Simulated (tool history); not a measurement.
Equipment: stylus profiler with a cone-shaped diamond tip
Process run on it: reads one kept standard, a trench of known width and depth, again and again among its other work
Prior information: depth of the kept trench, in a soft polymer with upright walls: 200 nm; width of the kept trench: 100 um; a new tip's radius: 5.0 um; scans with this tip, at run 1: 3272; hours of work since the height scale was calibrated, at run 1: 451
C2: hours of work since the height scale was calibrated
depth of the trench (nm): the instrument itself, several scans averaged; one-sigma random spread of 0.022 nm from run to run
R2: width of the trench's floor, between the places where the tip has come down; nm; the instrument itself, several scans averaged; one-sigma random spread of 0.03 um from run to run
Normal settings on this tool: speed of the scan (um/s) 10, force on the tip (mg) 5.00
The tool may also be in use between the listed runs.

Run 1, hour 0.0: usual settings; scans with this tip 3272; C2 451. Result: depth of the trench (nm) 205.12, R2 96750 nm.
Run 2, hour 38.3: usual settings but speed of the scan (um/s) 31; scans with this tip 3428; C2 472. Result: depth of the trench (nm) 205.14, R2 96700 nm.
Run 3, hour 62.0: usual settings but speed of the scan (um/s) 31; scans with this tip 3525; C2 486. Result: depth of the trench (nm) 205.12, R2 96680 nm.
Run 4, hour 97.4: usual settings but speed of the scan (um/s) 31, force on the tip (mg) 4.87; scans with this tip 3669; C2 506. Result: depth of the trench (nm) 205.01, R2 96670 nm.
Run 5, hour 129.6: usual settings; scans with this tip 3801; C2 524. Result: depth of the trench (nm) 205.12, R2 96730 nm.
Run 6, hour 169.5: usual settings; scans with this tip 3964; C2 546. Result: depth of the trench (nm) 205.08, R2 96660 nm.
Run 7, hour 203.0: usual settings; scans with this tip 4101; C2 565. Result: depth of the trench (nm) 205.09, R2 96650 nm.
Run 8, hour 241.3: usual settings; scans with this tip 4257; C2 587. Result: depth of the trench (nm) 205.05, R2 96690 nm.
Run 9, hour 272.4: usual settings but speed of the scan (um/s) 2, force on the tip (mg) 2.22; scans with this tip 4384; C2 604. Result: depth of the trench (nm) 202.86, R2 96670 nm.
Run 10, hour 311.8: usual settings but speed of the scan (um/s) 2, force on the tip (mg) 1.78; scans with this tip 4545; C2 626. Result: depth of the trench (nm) 202.46, R2 96670 nm.
Run 11, hour 347.5: usual settings but speed of the scan (um/s) 2, force on the tip (mg) 1.78; scans with this tip 4691; C2 646. Result: depth of the trench (nm) 202.45, R2 96580 nm.
Run 12, hour 387.2: usual settings but speed of the scan (um/s) 17, force on the tip (mg) 2.49; scans with this tip 4853; C2 669. Result: depth of the trench (nm) 203.12, R2 96590 nm.
Run 13, hour 406.2: usual settings but speed of the scan (um/s) 27, force on the tip (mg) 7.97; scans with this tip 4931; C2 680. Result: depth of the trench (nm) 206.99, R2 96560 nm.

Some steps in depth of the trench (nm) between neighbouring runs. How much of each would the tool show without its hidden state too (settings, what came in, random variation), and how much is left for the hidden state, with any gauge scatter that isn't in both results?
Hidden conditions of the tool in this case: radius of the tip, um; height scale over the true one, %; drift of the gauge itself on depth_nm, %; drift of the gauge itself on floor_um, %.
Run 9 -> 10: force on the tip (mg) 2.22 -> 1.78. depth of the trench (nm) -0.40: hidden state -0.02, all else -0.38.
Run 12 -> 13: speed of the scan (um/s) 17 -> 27, force on the tip (mg) 2.49 -> 7.97. depth of the trench (nm) +3.87: hidden state -0.01, all else +3.88.
